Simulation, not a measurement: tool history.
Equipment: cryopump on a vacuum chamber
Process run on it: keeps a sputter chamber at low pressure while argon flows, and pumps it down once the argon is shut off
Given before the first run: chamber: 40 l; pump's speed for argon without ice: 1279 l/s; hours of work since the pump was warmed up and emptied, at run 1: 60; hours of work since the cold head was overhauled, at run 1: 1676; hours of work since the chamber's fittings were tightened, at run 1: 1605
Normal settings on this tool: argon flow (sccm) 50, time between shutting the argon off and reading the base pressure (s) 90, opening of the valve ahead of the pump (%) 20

run    hour  argon flow (sccm)  time between shutting the argon off and reading the base pressure (s)  opening of the valve ahead of the pump (%)  hours of work since the pump was warmed up and emptied  hours of work since the cold head was overhauled  hours of work since the chamber's fittings were tightened  pressure while argon flows (Pa)  pressure after the wait (uPa)
  1     0.0                 50                                                                     90                                          20                                                      60                                              1676                                                       1605                           0.3355                           1.21
  2    61.6                 50                                                                     90                                          20                                                     100                                              1717                                                       1646                           0.3378                           1.29
  3   115.5                 50                                                                     90                                          20                                                     135                                              1752                                                       1681                           0.3390                           1.32
  4   189.2                 50                                                                     90                                          20                                                     184                                              1800                                                       1729                           0.3426                           1.29
  5   259.2                 50                                                                     90                                          56                                                     230                                              1846                                                       1775                           0.1325                           1.31
  6   297.2                 50                                                                     90                                          56                                                     254                                              1871                                                       1800                           0.1358                           1.40
  7   344.9                 50                                                                     90                                          20                                                     286                                              1902                                                       1831                           0.3513                           1.40
  8   389.2                 50                                                                     90                                          20                                                     315                                              1931                                                       1860                           0.3549                           1.44
  9   439.2                 50                                                                     90                                          20                                                     347                                              1964                                                       1893                           0.3571                           1.50
      470.3  -- pump warmed up, emptied and cooled again
 10   509.0                 50                                                                     90                                          20                                                      25                                              2006                                                       1935                           0.3317                           1.29
 11   580.4                 50                                                                     90                                          20                                                      72                                              2053                                                       1982                           0.3355                           1.29
 12   642.2                 89                                                                     90                                          20                                                     113                                              2094                                                       2023                           0.6018                           1.30
 13   710.4                 89                                                                    285                                          20                                                     157                                              2138                                                       2067                           0.6087                           0.91
 14   751.0                 89                                                                    285                                          20                                                     184                                              2165                                                       2094                           0.6082                           0.98
 15   790.4                 89                                                                    285                                          20                                                     210                                              2191                                                       2120                           0.6154                           0.96
 16   828.5                 89                                                                    285                                          20                                                     235                                              2216                                                       2145                           0.6195                           0.98
 17   883.7                 89                                                                    285                                          20                                                     271                                              2252                                                       2181                           0.6252                           1.00
 18   958.8                 89                                                                    285                                          20                                                     320                                              2301                                                       2230                           0.6301                           1.06
 19  1009.9                 33                                                                     90                                          27                                                     353                                              2335                                                       2263                           0.1802                           1.60
     1033.2  -- pump warmed up, emptied and cooled again
 20  1061.0                 26                                                                     21                                          17                                                      18                                              2365                                                       2294                           0.2023                           3.59
 21  1112.3                 50                                                                     90                                          19                                                      52                                              2398                                                       2327                           0.3532                           1.40
 22  1168.9                 50                                                                     90                                          19                                                      89                                              2435                                                       2364                           0.3553                           1.42
 23  1202.7                 50                                                                     90                                          19                                                     111                                              2458                                                       2386                           0.3559                           1.39
 24  1267.2                 23                                                                     63                                          31                                                     153                                              2500                                                       2429                           0.1036                           1.76
 25  1331.9                 50                                                                     90                                          19                                                     196                                              2542                                                       2471                           0.3605                           1.51
 26  1406.6                 50                                                                     90                                          19                                                     245                                              2591                                                       2520                           0.3658                           1.50
 27  1458.6                 50                                                                     90                                          19                                                     279                                              2625                                                       2554                           0.3695                           1.53
 28  1520.0                 50                                                                     75                                          20                                                     319                                              2665                                                       2594                           0.3587                           1.72
 29  1562.3                 33                                                                     20                                          47                                                     347                                              2693                                                       2622                           0.1103                           4.15
     1592.2  -- pump warmed up, emptied and cooled again
 30  1640.9                 50                                                                     23                                          58                                                      32                                              2741                                                       2670                           0.1171                           3.37
 31  1686.7                 55                                                                    147                                          20                                                      62                                              2771                                                       2700                           0.3701                           1.16
     1700.2  -- leaking fittings of the chamber tightened, without venting
 32  1769.0                 32                                                                     63                                          49                                                     114                                              2824                                                         45                           0.0925                           1.26
 33  1808.4                 32                                                                     63                                          49                                                     140                                              2850                                                         71                           0.0930                           1.25
 34  1848.5                 84                                                                     91                                          20                                                     167                                              2876                                                         97                           0.5762                           0.98
 35  1901.5                 44                                                                    194                                          36                                                     201                                              2911                                                        132                           0.1767                           0.63

Hidden state or all else? Some run-to-run changes of pressure while argon flows (Pa), split into what the settings, what came in and random variation would give without the hidden state, and what is left for the hidden state (with any gauge scatter that isn't in both results):
Hidden state present: pump's speed, % of a pump's without ice; cold plate's temperature, K; leak into the chamber, uPa l/s; drift of the gauge itself on working_pa, %; drift of the gauge itself on base_upa, %.
Run 9 -> 10: pump warmed up, emptied and cooled again. pressure while argon flows (Pa) -0.0254: hidden state -0.0232, all else -0.0022.
Run 18 -> 19: argon flow (sccm) 89 -> 33, time between shutting the argon off and reading the base pressure (s) 285 -> 90, opening of the valve ahead of the pump (%) 20 -> 27. pressure while argon flows (Pa) -0.4499: hidden state -0.0252, all else -0.4247.
Run 19 -> 20: argon flow (sccm) 33 -> 26, time between shutting the argon off and reading the base pressure (s) 90 -> 21, opening of the valve ahead of the pump (%) 27 -> 17, pump warmed up, emptied and cooled again. pressure while argon flows (Pa) +0.0221: hidden state -0.0166, all else +0.0387.
Run 33 -> 34: argon flow (sccm) 32 -> 84, time between shutting the argon off and reading the base pressure (s) 63 -> 91, opening of the valve ahead of the pump (%) 49 -> 20. pressure while argon flows (Pa) +0.4832: hidden state +0.0147, all else +0.4685.
Run 34 -> 35: argon flow (sccm) 84 -> 44, time between shutting the argon off and reading the base pressure (s) 91 -> 194, opening of the valve ahead of the pump (%) 20 -> 36. pressure while argon flows (Pa) -0.3995: hidden state -0.0079, all else -0.3916.
